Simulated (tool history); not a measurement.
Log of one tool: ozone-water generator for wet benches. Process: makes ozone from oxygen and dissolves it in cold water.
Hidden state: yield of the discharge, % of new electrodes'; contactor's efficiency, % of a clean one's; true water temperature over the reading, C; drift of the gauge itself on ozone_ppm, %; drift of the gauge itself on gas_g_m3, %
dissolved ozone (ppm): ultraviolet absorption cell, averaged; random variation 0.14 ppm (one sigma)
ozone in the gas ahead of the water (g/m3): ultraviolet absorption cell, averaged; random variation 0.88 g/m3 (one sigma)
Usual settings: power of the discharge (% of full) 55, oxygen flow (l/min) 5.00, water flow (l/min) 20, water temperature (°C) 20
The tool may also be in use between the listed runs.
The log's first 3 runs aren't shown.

run	hour	power of the discharge (% of full)	oxygen flow (l/min)	water flow (l/min)	water temperature (°C)	hours of work since the electrodes were changed	hours of work since the contactor was cleaned	hours of work since the thermometer was calibrated	dissolved ozone (ppm)	ozone in the gas ahead of the water (g/m3)
4	258.0	55	5.00	20	20	2390	5046	4980	13.8	134.3
5	361.5	55	5.00	20	21	2457	5113	5047	13.8	133.2
6	454.8	55	5.00	20	20	2517	5173	5107	13.8	134.4
7	558.4	55	5.00	28	20	2583	5239	5173	9.9	134.6
8	660.6	55	5.00	28	20	2649	5305	5239	9.9	133.8
9	710.1	55	5.00	31	20	2681	5337	5271	9.0	133.8
10	777.3	45	5.00	20	20	2724	5380	5314	11.6	114.1
11	826.3	45	5.00	20	20	2755	5412	5345	11.7	114.6
12	873.6	45	5.00	20	20	2786	5442	5376	11.7	114.0
13	934.2	45	5.00	20	20	2825	5481	5415	11.5	112.5
14	986.8	45	5.00	20	20	2858	5515	5448	11.8	112.7
15	1042.6	45	5.00	20	20	2894	5551	5484	11.6	113.5
16	1132.1	55	5.00	20	20	2952	5608	5542	13.4	132.3

Forecast run 17:
# hour 1145.9: contactor cleaned
17	1212.0	85	8.94	20	17	3001	42	5591	?	?

Run 17 gave dissolved ozone (ppm) 20.6, ozone in the gas ahead of the water (g/m3) 151.6.
Without the tool's hidden state the same run would have given dissolved ozone (ppm) 26.6, ozone in the gas ahead of the water (g/m3) 171.5.
